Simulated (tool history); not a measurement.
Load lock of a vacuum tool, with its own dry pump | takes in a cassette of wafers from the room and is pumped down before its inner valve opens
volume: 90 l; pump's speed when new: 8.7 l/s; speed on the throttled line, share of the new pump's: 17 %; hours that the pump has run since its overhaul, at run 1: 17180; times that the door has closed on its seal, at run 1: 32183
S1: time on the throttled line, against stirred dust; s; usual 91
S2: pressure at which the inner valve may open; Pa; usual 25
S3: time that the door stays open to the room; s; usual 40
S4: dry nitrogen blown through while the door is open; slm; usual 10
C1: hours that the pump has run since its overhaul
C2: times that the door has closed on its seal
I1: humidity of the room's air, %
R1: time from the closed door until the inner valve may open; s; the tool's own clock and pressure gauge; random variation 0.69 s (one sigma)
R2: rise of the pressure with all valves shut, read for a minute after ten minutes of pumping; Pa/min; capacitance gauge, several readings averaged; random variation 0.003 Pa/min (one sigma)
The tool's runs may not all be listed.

| run | hour | S1 | S2 | S3 | S4 | C1 | C2 | I1 | R1 | R2 |
|---|---|---|---|---|---|---|---|---|---|---|
| 1 | 0 | 91 | 25 | 40 | 10 | 17180 | 32183 | 44.6 | 169.8 | 0.138 |
| 2 | 156.1 | 91 | 25 | 199 | 10 | 17336 | 32789 | 46 | 171.5 | 0.21 |
| 3 | 275.8 | 91 | 25 | 199 | 10 | 17455 | 33254 | 41.2 | 169.6 | 0.204 |
| 4 | 424 | 123 | 25 | 40 | 10 | 17604 | 33829 | 41.5 | 197 | 0.139 |
| 5 | 629.3 | 92 | 25 | 40 | 10 | 17809 | 34627 | 43.9 | 171.9 | 0.141 |
| 6 | 845.7 | 92 | 25 | 40 | 10 | 18025 | 35467 | 45.7 | 172.8 | 0.146 |
| 7 | 1027.3 | 92 | 25 | 40 | 10 | 18207 | 36173 | 43.1 | 172.5 | 0.152 |
| 8 | 1233.6 | 92 | 25 | 40 | 10 | 18413 | 36974 | 44.7 | 172 | 0.155 |
| 9 | 1480.3 | 91 | 25 | 40 | 10 | 18660 | 37932 | 46.8 | 172.6 | 0.17 |
| 10 | 1638.9 | 91 | 25 | 40 | 10 | 18819 | 38548 | 44.3 | 172.6 | 0.167 |
| 11 | 1769 | 91 | 25 | 40 | 10 | 18949 | 39054 | 47.8 | 169.8 | 0.171 |
| 12 | 1925.4 | 105 | 25 | 40 | 10 | 19105 | 39661 | 44.7 | 182.7 | 0.171 |
| 13 | 2134.1 | 50 | 25 | 40 | 10 | 19314 | 40472 | 45 | 139.2 | 0.176 |
| 14 | 2291.3 | 136 | 25 | 40 | 10 | 19471 | 41082 | 41.6 | 208.1 | 0.175 |
| 15 | 2513.6 | 136 | 25 | 40 | 10 | 19693 | 41946 | 45 | 207.8 | 0.183 |
| 16 | 2752.6 | 136 | 25 | 40 | 10 | 19932 | 42874 | 47.3 | 207.2 | 0.192 |
| 17 | 2991.5 | 136 | 25 | 40 | 10 | 20171 | 43802 | 43.7 | 208.1 | 0.194 |
| 18 | 3107 | 91 | 25 | 40 | 22 | 20287 | 44251 | 43.9 | 173 | 0.188 |
| 19 | 3344.7 | 91 | 25 | 40 | 22 | 20524 | 45174 | 43.5 | 172 | 0.201 |
| 20 | 3501.7 | 91 | 25 | 40 | 22 | 20681 | 45784 | 48.4 | 172.3 | 0.201 |
| 21 | 3699.3 | 91 | 25 | 40 | 22 | 20879 | 46551 | 45.3 | 173.4 | 0.204 |
| 22 | 3838.9 | 157 | 22 | 60 | 10 | 21019 | 47093 | 47.3 | 227.4 | 0.235 |
| 23 | 4032.4 | 177 | 30 | 26 | 10 | 21212 | 47845 | 46.6 | 240.2 | 0.212 |
|  | 4128.5 | dry pump taken out, an overhauled one fitted |
| 24 | 4164.9 | 170 | 26 | 26 | 36 | 36 | 48336 | 46.5 | 225.7 | 0.205 |
| 25 | 4290.1 | 170 | 34 | 26 | 36 | 162 | 48823 | 46.1 | 224 | 0.207 |
| 26 | 4449.8 | 77 | 30 | 38 | 10 | 321 | 49443 | 46.3 | 148.1 | 0.227 |
| 27 | 4696.5 | 77 | 20 | 59 | 9 | 568 | 50401 | 42.2 | 152.4 | 0.244 |
| 28 | 4869.7 | 91 | 25 | 234 | 4 | 741 | 51074 | 44.4 | 162.9 | 0.347 |
| 29 | 4994.4 | 91 | 25 | 234 | 7 | 866 | 51558 | 41.6 | 162.5 | 0.334 |
| 30 | 5167.9 | 65 | 21 | 46 | 7 | 1039 | 52232 | 45.6 | 143.7 | 0.255 |
|  | 5196.4 | door's seal changed, seat wiped |
| 31 | 5354.6 | 91 | 25 | 86 | 10 | 1225 | 615 | 44.9 | 162.8 | 0.069 |
| 32 | 5595.8 | 57 | 27 | 40 | 10 | 1466 | 1551 | 41.6 | 134.5 | 0.036 |
| 33 | 5721.3 | 110 | 24 | 144 | 10 | 1591 | 2039 | 42.3 | 179.6 | 0.093 |
| 34 | 5865.3 | 110 | 23 | 144 | 18 | 1735 | 2598 | 43.7 | 178.6 | 0.074 |
| 35 | 6086.1 | 140 | 23 | 144 | 18 | 1956 | 3456 | 46.8 | 205 | 0.082 |
| 36 | 6272.2 | 140 | 27 | 144 | 18 | 2142 | 4179 | 45.5 | 202.9 | 0.082 |
| 37 | 6522.9 | 67 | 27 | 52 | 18 | 2393 | 5152 | 47.5 | 142.5 | 0.049 |

3 ways to go on from here, each from the tool as it stands after run 37. What would each give?
| A | 6701.2 | 98 | 36 | 100 | 10 | 2571 | 5845 | 44.9 | ? | ? |
| B | 6701.2 | 67 | 47 | 25 | 21 | 2571 | 5845 | 45.3 | ? | ? |
| C | 6701.2 | 118 | 25 | 39 | 10 | 2571 | 5845 | 44.4 | ? | ? |

| run | R1 | R2 |
|---|---|---|
| A | 165.2 | 0.079 |
| B | 137.1 | 0.027 |
| C | 185.6 | 0.049 |
Without the tool's hidden state the same runs would have given:
| run | R1 | R2 |
|---|---|---|
| A | 163.5 | 0.069 |
| B | 135.3 | 0.018 |
| C | 183.9 | 0.039 |

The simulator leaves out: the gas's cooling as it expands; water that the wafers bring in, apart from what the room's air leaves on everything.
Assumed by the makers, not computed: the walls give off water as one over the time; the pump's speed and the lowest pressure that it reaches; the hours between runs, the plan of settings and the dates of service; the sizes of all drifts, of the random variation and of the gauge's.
